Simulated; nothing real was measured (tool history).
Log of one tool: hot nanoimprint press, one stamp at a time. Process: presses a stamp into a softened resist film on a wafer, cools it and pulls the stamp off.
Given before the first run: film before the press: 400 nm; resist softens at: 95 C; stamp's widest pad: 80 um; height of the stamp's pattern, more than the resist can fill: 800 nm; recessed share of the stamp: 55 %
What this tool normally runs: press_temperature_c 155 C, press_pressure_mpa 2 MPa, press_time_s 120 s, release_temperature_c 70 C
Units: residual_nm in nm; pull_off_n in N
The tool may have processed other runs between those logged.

| run | hour | press_temperature_c | press_pressure_mpa | press_time_s | release_temperature_c | residual_nm | pull_off_n |
|---|---|---|---|---|---|---|---|
| 1 | 0 | 155 | 2 | 120 | 70 | 175.7 | 186 |
| 2 | 8.8 | 155 | 2 | 79 | 70 | 204.3 | 187 |
| 3 | 16.4 | 155 | 1.76 | 120 | 70 | 183.5 | 188 |
| 4 | 24.6 | 143 | 1.76 | 120 | 70 | 312.7 | 188 |
| 5 | 33.7 | 143 | 1.76 | 120 | 70 | 309.8 | 184 |
| 6 | 43.5 | 155 | 2.36 | 120 | 70 | 162.5 | 191 |
| 7 | 51.8 | 155 | 2.36 | 120 | 70 | 161.2 | 186 |
| 8 | 59.8 | 155 | 2.36 | 120 | 70 | 162.7 | 187 |
| 9 | 67 | 160 | 2 | 120 | 70 | 132.7 | 185 |
| 10 | 71.9 | 160 | 2 | 120 | 70 | 133.8 | 185 |
| 11 | 78.6 | 160 | 2 | 120 | 70 | 132.8 | 195 |
| 12 | 89.3 | 160 | 2 | 120 | 70 | 132.7 | 192 |
| 13 | 98.6 | 160 | 2 | 120 | 70 | 132.1 | 188 |
| 14 | 104.8 | 155 | 2 | 213 | 70 | 137.4 | 188 |
| 15 | 113.7 | 155 | 1.87 | 120 | 70 | 180.7 | 192 |
| 16 | 123 | 145 | 2.25 | 226 | 65 | 226.6 | 211 |
| 17 | 133.7 | 145 | 2.25 | 226 | 65 | 225.2 | 206 |
| 18 | 142.9 | 165 | 2 | 120 | 58 | 101 | 252 |
| 19 | 148.1 | 154 | 3.14 | 120 | 70 | 151.9 | 187 |
| 20 | 158.5 | 155 | 2 | 61 | 70 | 225 | 188 |
| 21 | 168.8 | 155 | 2 | 61 | 70 | 225.4 | 192 |
| 22 | 179.2 | 167 | 2 | 121 | 68 | 90.4 | 204 |
| 23 | 189.9 | 167 | 2 | 121 | 68 | 91.6 | 196 |
| 24 | 198.2 | 161 | 1.64 | 60 | 66 | 183.9 | 209 |
| 25 | 202.8 | 161 | 2.57 | 60 | 59 | 151.9 | 235 |
| 26 | 208.9 | 161 | 2.57 | 60 | 59 | 151.2 | 247 |
| 27 | 217.7 | 161 | 1.53 | 60 | 72 | 188.1 | 182 |
| 28 | 227.6 | 161 | 1.53 | 60 | 70 | 189.9 | 183 |
| 29 | 233.9 | 161 | 1.52 | 60 | 70 | 189 | 190 |

Forecast each of these 4 alternatives for the next run:
| A | 244 | 161 | 2.47 | 152 | 70 | ? | ? |
| B | 244 | 154 | 1.59 | 120 | 70 | ? | ? |
| C | 244 | 155 | 2.34 | 120 | 70 | ? | ? |
| D | 244 | 161 | 1.52 | 89 | 58 | ? | ? |

| run | residual_nm | pull_off_n |
|---|---|---|
| A | 102.9 | 195 |
| B | 200.5 | 183 |
| C | 163.3 | 187 |
| D | 163.2 | 247 |
Take away the tool's hidden state, keep each run's random variation, and the runs would have read:
| run | residual_nm | pull_off_n |
|---|---|---|
| A | 102.6 | 194 |
| B | 200 | 182 |
| C | 162.8 | 186 |
| D | 162.8 | 246 |
